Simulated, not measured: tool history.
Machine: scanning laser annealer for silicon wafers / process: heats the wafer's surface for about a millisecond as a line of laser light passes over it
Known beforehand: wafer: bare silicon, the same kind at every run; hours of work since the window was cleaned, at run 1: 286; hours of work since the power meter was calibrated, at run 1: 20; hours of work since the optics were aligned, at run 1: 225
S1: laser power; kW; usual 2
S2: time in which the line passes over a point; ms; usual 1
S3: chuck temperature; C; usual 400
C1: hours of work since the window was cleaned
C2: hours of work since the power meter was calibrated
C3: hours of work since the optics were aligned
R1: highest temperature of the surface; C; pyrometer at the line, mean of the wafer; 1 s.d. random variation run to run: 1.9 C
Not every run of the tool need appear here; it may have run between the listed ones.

run 1 day=0 | S1=2 S2=1 S3=400 | C1=286 C2=20 C3=225 | R1=1222
run 2 day=1.933 | S1=2 S2=1 S3=400 | C1=305 C2=40 C3=245 | R1=1217
run 3 day=3.496 | S1=2 S2=1 S3=400 | C1=321 C2=56 C3=260 | R1=1217
run 4 day=4.908 | S1=2 S2=1 S3=400 | C1=335 C2=70 C3=275 | R1=1215
run 5 day=6.842 | S1=2 S2=1.09 S3=400 | C1=355 C2=89 C3=294 | R1=1255
run 6 day=7.829 | S1=2 S2=1 S3=400 | C1=365 C2=99 C3=304 | R1=1219
run 7 day=9.708 | S1=2 S2=1 S3=400 | C1=384 C2=118 C3=323 | R1=1214
run 8 day=10.896 | S1=2 S2=1 S3=400 | C1=396 C2=130 C3=335 | R1=1215
run 9 day=13.008 | S1=2 S2=1 S3=400 | C1=417 C2=151 C3=356 | R1=1215
run 10 day=14.625 | S1=2 S2=1 S3=400 | C1=433 C2=168 C3=373 | R1=1213
run 11 day=16.429 | S1=2 S2=1 S3=400 | C1=451 C2=186 C3=391 | R1=1207
run 12 day=18.112 | S1=2 S2=1.1 S3=400 | C1=468 C2=203 C3=408 | R1=1253
-- day=18.388 laser's power meter calibrated
run 13 day=19.292 | S1=2 S2=0.72 S3=400 | C1=479 C2=9 C3=418 | R1=1084
run 14 day=20.654 | S1=2 S2=1 S3=400 | C1=493 C2=23 C3=432 | R1=1209
-- day=21.479 window over the wafer cleaned
run 15 day=22.8 | S1=2 S2=1 S3=400 | C1=13 C2=44 C3=453 | R1=1239
run 16 day=24.646 | S1=2 S2=1 S3=400 | C1=32 C2=62 C3=472 | R1=1237
run 17 day=25.871 | S1=2 S2=1 S3=400 | C1=44 C2=75 C3=484 | R1=1233
run 18 day=27.496 | S1=2 S2=1 S3=400 | C1=61 C2=91 C3=500 | R1=1236
run 19 day=29.504 | S1=2 S2=1 S3=400 | C1=81 C2=111 C3=521 | R1=1234
run 20 day=31.258 | S1=2 S2=1 S3=400 | C1=99 C2=129 C3=538 | R1=1230
-- day=31.775 laser's power meter calibrated, once more
run 21 day=32.804 | S1=2 S2=1 S3=392 | C1=113 C2=10 C3=552 | R1=1217
run 22 day=34.692 | S1=2 S2=1 S3=392 | C1=132 C2=29 C3=572 | R1=1217
run 23 day=35.954 | S1=1.897 S2=1 S3=435 | C1=145 C2=42 C3=584 | R1=1220
run 24 day=36.879 | S1=2.04 S2=1.03 S3=433 | C1=154 C2=51 C3=594 | R1=1288
run 25 day=37.817 | S1=2.064 S2=0.84 S3=401 | C1=163 C2=61 C3=603 | R1=1178
run 26 day=39.392 | S1=1.795 S2=1 S3=412 | C1=179 C2=77 C3=619 | R1=1148
run 27 day=40.796 | S1=1.719 S2=0.85 S3=404 | C1=193 C2=91 C3=633 | R1=1052
run 28 day=42.775 | S1=1.719 S2=0.85 S3=404 | C1=213 C2=111 C3=653 | R1=1055
run 29 day=44.692 | S1=1.719 S2=0.83 S3=404 | C1=233 C2=130 C3=672 | R1=1039
run 30 day=46.375 | S1=1.706 S2=1 S3=422 | C1=250 C2=147 C3=689 | R1=1120
run 31 day=48.012 | S1=1.83 S2=1 S3=422 | C1=266 C2=164 C3=706 | R1=1173

Measured minus without-hidden-state, run by run (identical run-to-run variation in each term; gauge scatter may differ):
Hidden state present: light that passes the window, % of a clean one's; laser's true power over the reading, %; width of the line over the set one, %; drift of the gauge itself on peak_c, C.
run=1 R1=-20
run=2 R1=-21
run=3 R1=-22
run=4 R1=-22
run=5 R1=-24
run=6 R1=-23
run=7 R1=-25
run=8 R1=-26
run=9 R1=-26
run=10 R1=-28
run=11 R1=-28
run=12 R1=-31
run=13 R1=-25
run=14 R1=-29
run=15 R1=-2
run=16 R1=-3
run=17 R1=-4
run=18 R1=-5
run=19 R1=-6
run=20 R1=-7
run=21 R1=-14
run=22 R1=-14
run=23 R1=-14
run=24 R1=-16
run=25 R1=-15
run=26 R1=-15
run=27 R1=-14
run=28 R1=-15
run=29 R1=-16
run=30 R1=-18
run=31 R1=-20
